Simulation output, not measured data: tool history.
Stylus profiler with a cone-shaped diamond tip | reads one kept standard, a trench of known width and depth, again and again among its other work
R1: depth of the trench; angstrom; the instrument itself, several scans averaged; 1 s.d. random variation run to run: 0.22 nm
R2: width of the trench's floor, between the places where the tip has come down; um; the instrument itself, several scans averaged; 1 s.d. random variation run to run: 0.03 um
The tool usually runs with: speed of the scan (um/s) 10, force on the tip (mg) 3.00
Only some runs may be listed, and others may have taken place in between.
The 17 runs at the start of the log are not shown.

{"run": 18, "day": 15.3, "speed of the scan (um/s)": 26, "force on the tip (mg)": 2.43, "R1": 10086.8, "R2": 23.37}
{"run": 19, "day": 15.804, "speed of the scan (um/s)": 22, "force on the tip (mg)": 6.24, "R1": 10148.4, "R2": 23.47}
{"run": 20, "day": 16.658, "speed of the scan (um/s)": 2, "force on the tip (mg)": 3.39, "R1": 10106.0, "R2": 23.44}
{"run": 21, "day": 17.408, "speed of the scan (um/s)": 6, "force on the tip (mg)": 7.17, "R1": 10157.2, "R2": 23.45}
{"run": 22, "day": 18.454, "speed of the scan (um/s)": 38, "force on the tip (mg)": 1.22, "R1": 10067.9, "R2": 23.34}
{"run": 23, "day": 19.333, "speed of the scan (um/s)": 6, "force on the tip (mg)": 1.05, "R1": 10062.5, "R2": 23.4}
{"run": 24, "day": 20.112, "speed of the scan (um/s)": 6, "force on the tip (mg)": 1.05, "R1": 10066.3, "R2": 23.39}
{"run": 25, "day": 20.675, "speed of the scan (um/s)": 23, "force on the tip (mg)": 5.11, "R1": 10133.8, "R2": 23.44}
{"run": 26, "day": 21.429, "speed of the scan (um/s)": 2, "force on the tip (mg)": 7.36, "R1": 10164.8, "R2": 23.41}
{"run": 27, "day": 22.438, "speed of the scan (um/s)": 2, "force on the tip (mg)": 7.36, "R1": 10164.0, "R2": 23.36}
{"run": 28, "day": 23.425, "speed of the scan (um/s)": 2, "force on the tip (mg)": 7.36, "R1": 10161.5, "R2": 23.42}
{"run": 29, "day": 24.454, "speed of the scan (um/s)": 6, "force on the tip (mg)": 3.0, "R1": 10103.8, "R2": 23.38}
{"run": 30, "day": 25.104, "speed of the scan (um/s)": 18, "force on the tip (mg)": 5.84, "R1": 10149.5, "R2": 23.28}
{"run": 31, "day": 25.75, "speed of the scan (um/s)": 2, "force on the tip (mg)": 3.63, "R1": 10114.4, "R2": 23.41}
{"run": 32, "day": 26.404, "speed of the scan (um/s)": 16, "force on the tip (mg)": 2.45, "R1": 10097.6, "R2": 23.27}
{"run": 33, "day": 27.6, "speed of the scan (um/s)": 11, "force on the tip (mg)": 3.0, "R1": 10112.1, "R2": 23.3}
{"run": 34, "day": 28.554, "speed of the scan (um/s)": 3, "force on the tip (mg)": 2.18, "R1": 10095.0, "R2": 23.35}

Consider 5 possible next runs. They are alternatives, not a sequence: every one starts from the tool as it was left by run 34. What does each give?
{"run": "A", "day": 29.583, "speed of the scan (um/s)": 3, "force on the tip (mg)": 4.23, "R1": "?", "R2": "?"}
{"run": "B", "day": 29.583, "speed of the scan (um/s)": 9, "force on the tip (mg)": 2.33, "R1": "?", "R2": "?"}
{"run": "C", "day": 29.583, "speed of the scan (um/s)": 13, "force on the tip (mg)": 1.79, "R1": "?", "R2": "?"}
{"run": "D", "day": 29.583, "speed of the scan (um/s)": 19, "force on the tip (mg)": 2.18, "R1": "?", "R2": "?"}
{"run": "E", "day": 29.583, "speed of the scan (um/s)": 7, "force on the tip (mg)": 1.74, "R1": "?", "R2": "?"}

run=A R1=10122.7 R2=23.28
run=B R1=10089.3 R2=23.27
run=C R1=10089.4 R2=23.26
run=D R1=10093.1 R2=23.26
run=E R1=10084.9 R2=23.30
What these runs would have given with no unlogged condition in the tool:
run=A R1=10088.5 R2=23.98
run=B R1=10055.3 R2=23.96
run=C R1=10055.3 R2=23.96
run=D R1=10059.1 R2=23.95
run=E R1=10050.8 R2=24.00
